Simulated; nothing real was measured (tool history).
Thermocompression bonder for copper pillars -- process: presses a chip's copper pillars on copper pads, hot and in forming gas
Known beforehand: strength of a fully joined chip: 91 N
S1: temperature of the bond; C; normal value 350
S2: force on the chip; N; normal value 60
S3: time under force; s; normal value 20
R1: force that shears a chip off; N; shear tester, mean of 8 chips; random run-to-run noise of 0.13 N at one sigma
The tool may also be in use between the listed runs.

run	hour	S1	S2	S3	R1
1	0	350	60	20	47
2	35	350	60	20	46.9
3	76.8	350	60	20	46.8
4	108.7	350	60	20	46.7
5	141.3	342	60	20	42.9
6	188.6	342	60	20	42.8
# hour 208.2: heater calibrated with a thermocouple chip
7	252.8	350	60	21	49.4
8	318.2	367	60	20	55.2
9	373.9	367	60	20	54.8
10	402.2	350	60	20	48
11	454.5	350	79	20	58.1
# hour 477.5: forming gas filter changed
12	495.8	343	60	20	45.7
13	550.8	343	60	20	45.6
14	579	350	60	20	48.5
15	630.2	326	60	20	38.6
16	665.7	326	60	20	38.4
17	727.2	350	62	20	49.2
18	775.1	350	51	20	42
19	806.4	350	51	20	41.8
20	847.7	353	60	36	58.2
21	906.9	379	75	20	67.2
# hour 952.5: forming gas filter changed
22	964.1	351	75	12	49
23	1022.3	362	75	40	72.6
24	1089.8	362	75	40	72.3
25	1156.9	322	38	23	25.2
26	1200.3	320	60	20	35.3
27	1237	320	60	13	29.7
28	1289.9	370	60	15	50.5
29	1346	370	60	15	50.4
30	1374.3	359	60	15	46
31	1413.9	359	60	15	45.5
# hour 1427.7: forming gas filter changed
32	1457.7	348	52	22	43.5

Branching from run 32: 5 alternative next runs. What would each branch give?
A	1519.9	342	37	18	?
B	1519.9	380	74	26	?
C	1519.9	330	68	10	?
D	1519.9	348	72	22	?
E	1519.9	350	60	43	?

run	R1
A	27.6
B	71.9
C	33.6
D	55.1
E	60
Without the tool's unlogged condition, the same runs would have read:
run	R1
A	28
B	72.5
C	34.2
D	55.8
E	60.7
